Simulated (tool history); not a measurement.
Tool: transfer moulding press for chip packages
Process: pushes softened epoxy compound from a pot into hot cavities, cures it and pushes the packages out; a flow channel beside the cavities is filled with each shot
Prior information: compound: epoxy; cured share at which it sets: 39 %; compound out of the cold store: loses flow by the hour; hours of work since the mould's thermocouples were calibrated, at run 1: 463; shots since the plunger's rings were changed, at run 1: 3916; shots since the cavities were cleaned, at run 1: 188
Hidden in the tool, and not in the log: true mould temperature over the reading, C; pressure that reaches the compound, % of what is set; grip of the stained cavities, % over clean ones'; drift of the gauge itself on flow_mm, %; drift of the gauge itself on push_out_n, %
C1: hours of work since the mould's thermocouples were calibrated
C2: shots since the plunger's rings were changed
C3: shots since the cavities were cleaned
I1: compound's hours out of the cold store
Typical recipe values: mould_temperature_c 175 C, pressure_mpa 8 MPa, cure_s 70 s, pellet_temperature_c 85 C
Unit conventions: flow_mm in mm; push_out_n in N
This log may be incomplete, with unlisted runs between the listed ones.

run 1 hour=0 | mould_temperature_c=175 pressure_mpa=8 cure_s=70 pellet_temperature_c=85 | C1=463 C2=3916 C3=188 | I1=23.3 | flow_mm=533 push_out_n=694
-- hour=12.4 plunger's sealing rings changed
run 2 hour=17.3 | mould_temperature_c=175 pressure_mpa=8 cure_s=59 pellet_temperature_c=85 | C1=470 C2=59 C3=363 | I1=25.1 | flow_mm=538 push_out_n=1173
-- hour=31.1 cavities cleaned with cleaning compound and waxed
run 3 hour=45.2 | mould_temperature_c=175 pressure_mpa=8 cure_s=70 pellet_temperature_c=91 | C1=483 C2=370 C3=166 | I1=8.4 | flow_mm=581 push_out_n=696
-- hour=75.7 cavities cleaned with cleaning compound and waxed
run 4 hour=81.6 | mould_temperature_c=175 pressure_mpa=8 cure_s=70 pellet_temperature_c=85 | C1=500 C2=782 C3=69 | I1=44.8 | flow_mm=488 push_out_n=541
run 5 hour=101.1 | mould_temperature_c=175 pressure_mpa=8 cure_s=70 pellet_temperature_c=85 | C1=509 C2=1012 C3=299 | I1=13.4 | flow_mm=566 push_out_n=808
-- hour=120.8 cavities cleaned with cleaning compound and waxed
run 6 hour=138.4 | mould_temperature_c=175 pressure_mpa=8 cure_s=70 pellet_temperature_c=85 | C1=527 C2=1436 C3=209 | I1=13.6 | flow_mm=561 push_out_n=729
-- hour=160.4 mould's thermocouples calibrated
-- hour=166.6 cavities cleaned with cleaning compound and waxed
run 7 hour=174 | mould_temperature_c=175 pressure_mpa=8 cure_s=70 pellet_temperature_c=85 | C1=6 C2=1815 C3=88 | I1=20.5 | flow_mm=541 push_out_n=580
run 8 hour=188.9 | mould_temperature_c=175 pressure_mpa=8 cure_s=70 pellet_temperature_c=85 | C1=13 C2=1991 C3=264 | I1=42.8 | flow_mm=487 push_out_n=651
run 9 hour=208 | mould_temperature_c=175 pressure_mpa=8 cure_s=89 pellet_temperature_c=85 | C1=22 C2=2216 C3=489 | I1=22.7 | flow_mm=536 push_out_n=571
-- hour=211.6 cavities cleaned with cleaning compound and waxed
run 10 hour=230 | mould_temperature_c=179 pressure_mpa=8 cure_s=89 pellet_temperature_c=85 | C1=32 C2=2458 C3=217 | I1=13.4 | flow_mm=547 push_out_n=460
run 11 hour=248.5 | mould_temperature_c=179 pressure_mpa=8 cure_s=89 pellet_temperature_c=85 | C1=41 C2=2676 C3=435 | I1=44.9 | flow_mm=476 push_out_n=497
-- hour=255.8 cavities cleaned with cleaning compound and waxed
run 12 hour=265.9 | mould_temperature_c=175 pressure_mpa=8 cure_s=70 pellet_temperature_c=85 | C1=49 C2=2865 C3=120 | I1=15.2 | flow_mm=549 push_out_n=630
-- hour=299.8 cavities cleaned with cleaning compound and waxed
run 13 hour=299.8 | mould_temperature_c=175 pressure_mpa=8 cure_s=70 pellet_temperature_c=85 | C1=65 C2=3247 C3=0 | I1=25.4 | flow_mm=523 push_out_n=516
run 14 hour=328.8 | mould_temperature_c=175 pressure_mpa=6.89 cure_s=70 pellet_temperature_c=85 | C1=79 C2=3590 C3=343 | I1=17.9 | flow_mm=508 push_out_n=729
-- hour=345.9 cavities cleaned with cleaning compound and waxed
run 15 hour=354.9 | mould_temperature_c=178 pressure_mpa=8.14 cure_s=56 pellet_temperature_c=84 | C1=91 C2=3880 C3=106 | I1=22 | flow_mm=528 push_out_n=866
-- hour=370.6 plunger's sealing rings changed
run 16 hour=388.9 | mould_temperature_c=178 pressure_mpa=8.14 cure_s=56 pellet_temperature_c=84 | C1=107 C2=216 C3=478 | I1=39.4 | flow_mm=503 push_out_n=1073
-- hour=393.1 cavities cleaned with cleaning compound and waxed
run 17 hour=423.8 | mould_temperature_c=175 pressure_mpa=8 cure_s=70 pellet_temperature_c=92 | C1=123 C2=610 C3=363 | I1=23.2 | flow_mm=538 push_out_n=756
-- hour=439.1 cavities cleaned with cleaning compound and waxed
run 18 hour=446.1 | mould_temperature_c=175 pressure_mpa=8 cure_s=70 pellet_temperature_c=92 | C1=133 C2=856 C3=83 | I1=12.8 | flow_mm=565 push_out_n=604
run 19 hour=474.1 | mould_temperature_c=179 pressure_mpa=6.86 cure_s=79 pellet_temperature_c=83 | C1=147 C2=1186 C3=413 | I1=30.2 | flow_mm=475 push_out_n=551
-- hour=483 cavities cleaned with cleaning compound and waxed
run 20 hour=511 | mould_temperature_c=175 pressure_mpa=8.82 cure_s=51 pellet_temperature_c=85 | C1=164 C2=1605 C3=331 | I1=9.7 | flow_mm=602 push_out_n=1677
-- hour=527.4 cavities cleaned with cleaning compound and waxed
run 21 hour=538 | mould_temperature_c=175 pressure_mpa=8.82 cure_s=51 pellet_temperature_c=85 | C1=176 C2=1906 C3=125 | I1=32.4 | flow_mm=541 push_out_n=1241
run 22 hour=564.5 | mould_temperature_c=175 pressure_mpa=8 cure_s=77 pellet_temperature_c=85 | C1=189 C2=2219 C3=438 | I1=24.5 | flow_mm=534 push_out_n=664
-- hour=571.5 cavities cleaned with cleaning compound and waxed
run 23 hour=590.4 | mould_temperature_c=175 pressure_mpa=8 cure_s=107 pellet_temperature_c=85 | C1=201 C2=2507 C3=223 | I1=46.7 | flow_mm=481 push_out_n=440
-- hour=615.8 cavities cleaned with cleaning compound and waxed
run 24 hour=627.5 | mould_temperature_c=182 pressure_mpa=9.97 cure_s=108 pellet_temperature_c=78 | C1=219 C2=2928 C3=138 | I1=17.8 | flow_mm=593 push_out_n=406
-- hour=661.5 cavities cleaned with cleaning compound and waxed
run 25 hour=665.4 | mould_temperature_c=167 pressure_mpa=9.19 cure_s=58 pellet_temperature_c=87 | C1=236 C2=3358 C3=47 | I1=13.8 | flow_mm=621 push_out_n=1543
run 26 hour=692 | mould_temperature_c=167 pressure_mpa=9.19 cure_s=58 pellet_temperature_c=87 | C1=249 C2=3672 C3=361 | I1=37.7 | flow_mm=552 push_out_n=1893
-- hour=706.8 cavities cleaned with cleaning compound and waxed
run 27 hour=721.6 | mould_temperature_c=167 pressure_mpa=9.19 cure_s=92 pellet_temperature_c=87 | C1=263 C2=4003 C3=174 | I1=26.6 | flow_mm=583 push_out_n=680

3 ways to go on from here, each from the tool as it stands after run 27. What would each give?
-- hour=727.1 plunger's sealing rings changed
run A hour=746.2 | mould_temperature_c=181 pressure_mpa=7.61 cure_s=85 pellet_temperature_c=87 | C1=274 C2=227 C3=436 | I1=44.2 | flow_mm=? push_out_n=?
-- hour=727.1 plunger's sealing rings changed
run B hour=746.2 | mould_temperature_c=175 pressure_mpa=8 cure_s=69 pellet_temperature_c=75 | C1=274 C2=227 C3=436 | I1=28.8 | flow_mm=? push_out_n=?
-- hour=727.1 plunger's sealing rings changed
run C hour=746.2 | mould_temperature_c=175 pressure_mpa=6.32 cure_s=52 pellet_temperature_c=85 | C1=274 C2=227 C3=436 | I1=26.6 | flow_mm=? push_out_n=?

run=A flow_mm=469 push_out_n=530
run=B flow_mm=528 push_out_n=859
run=C flow_mm=478 push_out_n=1540
The same runs, with their run-to-run variation unchanged, on a tool lacking any hidden condition would have given:
run=A flow_mm=469 push_out_n=349
run=B flow_mm=528 push_out_n=547
run=C flow_mm=477 push_out_n=984
